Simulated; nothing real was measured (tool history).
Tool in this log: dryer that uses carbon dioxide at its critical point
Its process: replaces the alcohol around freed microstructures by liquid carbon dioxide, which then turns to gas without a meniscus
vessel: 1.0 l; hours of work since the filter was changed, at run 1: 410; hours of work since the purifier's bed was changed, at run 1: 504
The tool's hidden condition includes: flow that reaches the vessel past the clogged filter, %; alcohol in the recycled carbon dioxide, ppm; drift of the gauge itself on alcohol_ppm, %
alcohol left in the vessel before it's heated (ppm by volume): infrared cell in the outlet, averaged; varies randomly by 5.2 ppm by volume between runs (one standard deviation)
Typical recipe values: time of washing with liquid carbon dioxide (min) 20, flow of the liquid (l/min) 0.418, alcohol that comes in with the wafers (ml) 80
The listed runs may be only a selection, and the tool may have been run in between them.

run	day	time of washing with liquid carbon dioxide (min)	flow of the liquid (l/min)	alcohol that comes in with the wafers (ml)	hours of work since the filter was changed	hours of work since the purifier's bed was changed	alcohol left in the vessel before it's heated (ppm by volume)
1	0.000	20	0.418	80	410	504	187
2	0.625	20	0.418	62	419	513	148
3	1.179	20	0.390	80	427	520	281
# day 1.329: inlet filter changed
4	2.254	20	0.418	80	13	534	129
5	3.517	20	0.262	80	30	552	1315
6	4.233	20	0.262	80	40	561	1381
7	4.842	20	0.670	80	48	570	45
8	5.717	20	0.670	80	60	582	46
9	6.862	20	0.670	80	76	598	42
10	7.592	20	0.670	80	86	608	46
11	8.129	20	0.670	80	93	615	44
12	9.429	20	0.418	75	111	633	151
13	10.392	20	0.418	75	124	646	138
14	11.300	20	0.351	75	137	658	354
15	12.550	20	0.351	75	154	676	340
16	13.233	20	0.351	75	163	685	361
17	14.325	20	0.351	75	178	700	367
18	15.546	20	0.351	75	195	717	369
19	16.667	20	0.552	113	211	732	74
20	17.571	20	0.646	30	223	745	63
21	18.308	27	0.418	80	233	755	65
22	19.529	13	0.418	80	250	771	1204
23	20.233	13	0.418	80	260	781	1207
24	21.404	23	0.284	90	276	797	701
25	22.608	16	0.343	116	292	814	1805
26	23.762	20	0.585	83	308	830	64
27	24.792	20	0.515	72	322	844	85
28	25.338	14	0.256	61	330	851	4423
29	26.367	22	0.389	33	344	865	117
30	27.338	22	0.389	33	357	879	117
31	28.112	12	0.378	63	368	889	2108
32	28.821	20	0.607	45	377	899	68
33	29.667	18	0.568	80	389	911	91
34	30.754	18	0.568	80	404	926	96
35	31.438	30	0.288	79	413	935	209

Below are 5 alternative next runs, each starting from the tool's condition after run 35. Predict each:
# day 32.542: inlet filter changed
A	32.700	30	0.316	92	2	952	?
# day 32.542: inlet filter changed
B	32.700	12	0.556	70	2	952	?
# day 32.542: inlet filter changed
C	32.700	22	0.269	33	2	952	?
# day 32.542: inlet filter changed
D	32.700	20	0.402	80	2	952	?
# day 32.542: inlet filter changed
E	32.700	20	0.418	64	2	952	?

run	alcohol left in the vessel before it's heated (ppm by volume)
A	116
B	344
C	377
D	178
E	143
With no hidden state in the tool, these same runs would have given:
run	alcohol left in the vessel before it's heated (ppm by volume)
A	49
B	274
C	307
D	111
E	76
